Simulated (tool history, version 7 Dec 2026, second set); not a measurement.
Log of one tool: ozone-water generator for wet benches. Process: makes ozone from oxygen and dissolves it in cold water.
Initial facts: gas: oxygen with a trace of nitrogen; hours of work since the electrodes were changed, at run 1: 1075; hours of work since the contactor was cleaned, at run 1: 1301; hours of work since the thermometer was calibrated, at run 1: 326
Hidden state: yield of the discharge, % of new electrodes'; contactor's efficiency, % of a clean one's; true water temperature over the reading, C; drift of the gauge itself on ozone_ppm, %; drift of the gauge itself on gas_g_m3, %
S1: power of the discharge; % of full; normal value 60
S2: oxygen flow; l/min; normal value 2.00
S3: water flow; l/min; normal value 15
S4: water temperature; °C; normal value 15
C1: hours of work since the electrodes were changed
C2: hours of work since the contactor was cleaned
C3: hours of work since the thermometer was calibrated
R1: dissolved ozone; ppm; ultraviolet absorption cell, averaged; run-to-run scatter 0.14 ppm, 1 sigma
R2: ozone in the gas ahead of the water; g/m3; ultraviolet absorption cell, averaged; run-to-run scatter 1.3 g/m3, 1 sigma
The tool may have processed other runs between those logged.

run	hour	S1	S2	S3	S4	C1	C2	C3	R1	R2
1	0.0	60	2.00	15	15	1075	1301	326	16.3	223.6
2	26.7	60	2.00	15	15	1099	1325	351	16.3	222.6
3	44.5	60	1.77	15	15	1115	1342	367	16.1	241.1
4	64.3	60	2.00	15	15	1133	1360	385	16.1	220.5
5	92.7	60	2.00	18	15	1159	1385	411	13.4	221.6
6	114.2	60	2.00	18	15	1179	1405	430	13.4	220.8
7	131.5	60	2.00	10	15	1194	1421	446	24.0	221.6
8	149.0	60	2.00	10	15	1210	1437	462	23.7	222.7
9	163.6	60	2.00	10	15	1224	1450	475	24.1	221.1
10	189.5	60	2.00	10	15	1247	1474	499	23.5	222.6
11	218.7	76	2.00	15	15	1274	1500	526	18.4	246.8
12	252.7	76	2.00	15	15	1305	1531	557	18.4	249.1
13	281.1	76	2.00	15	15	1331	1557	582	18.3	249.2
14	297.5	60	2.00	15	15	1346	1572	597	16.4	221.0
15	328.7	60	2.00	15	15	1374	1601	626	16.4	220.9
16	362.6	60	2.00	15	15	1405	1631	657	16.2	222.9
17	378.0	82	2.00	15	15	1419	1645	671	18.9	260.2
18	398.2	50	2.63	18	10	1438	1664	689	13.1	170.0
19	427.4	95	2.00	16	15	1464	1690	716	19.1	275.5
20	453.2	95	2.00	16	8	1488	1714	739	19.9	276.7
21	484.3	74	3.26	15	15	1516	1742	768	18.0	178.3
22	517.6	89	2.00	18	15	1546	1773	798	16.3	263.1
23	545.3	41	1.04	13	22	1572	1798	823	13.5	275.1
24	559.6	96	1.61	17	15	1585	1811	836	17.4	318.8
25	587.1	53	2.20	17	15	1610	1836	861	13.2	192.5
26	620.5	62	1.68	16	15	1640	1866	892	14.6	248.1
27	636.8	60	2.10	11	15	1655	1881	907	21.5	211.9
28	659.6	60	2.10	11	15	1676	1902	927	21.4	209.0
29	676.1	60	1.21	10	15	1691	1917	942	22.9	302.0
30	709.6	60	1.40	10	21	1721	1948	973	22.0	276.0
31	728.6	60	2.00	24	15	1739	1965	990	9.5	218.9
32	757.7	99	1.21	18	9	1765	1992	1017	16.1	381.8
33	771.9	70	1.44	9	8	1778	2004	1030	29.5	291.4

Each row is a separate what-if for the run after 33, all from the same tool condition, not one after another. Results?
A	793.1	52	3.07	9	8	1797	2024	1049	?	?
B	793.1	70	2.81	20	8	1797	2024	1049	?	?
C	793.1	75	2.82	15	15	1797	2024	1049	?	?
D	793.1	92	1.52	9	8	1797	2024	1049	?	?

run	R1	R2
A	25.8	155.4
B	14.0	190.6
C	17.9	194.3
D	33.9	319.9
Had the tool no hidden state, the same runs would have come out as:
run	R1	R2
A	27.4	162.8
B	15.1	201.4
C	19.3	205.6
D	36.5	340.5

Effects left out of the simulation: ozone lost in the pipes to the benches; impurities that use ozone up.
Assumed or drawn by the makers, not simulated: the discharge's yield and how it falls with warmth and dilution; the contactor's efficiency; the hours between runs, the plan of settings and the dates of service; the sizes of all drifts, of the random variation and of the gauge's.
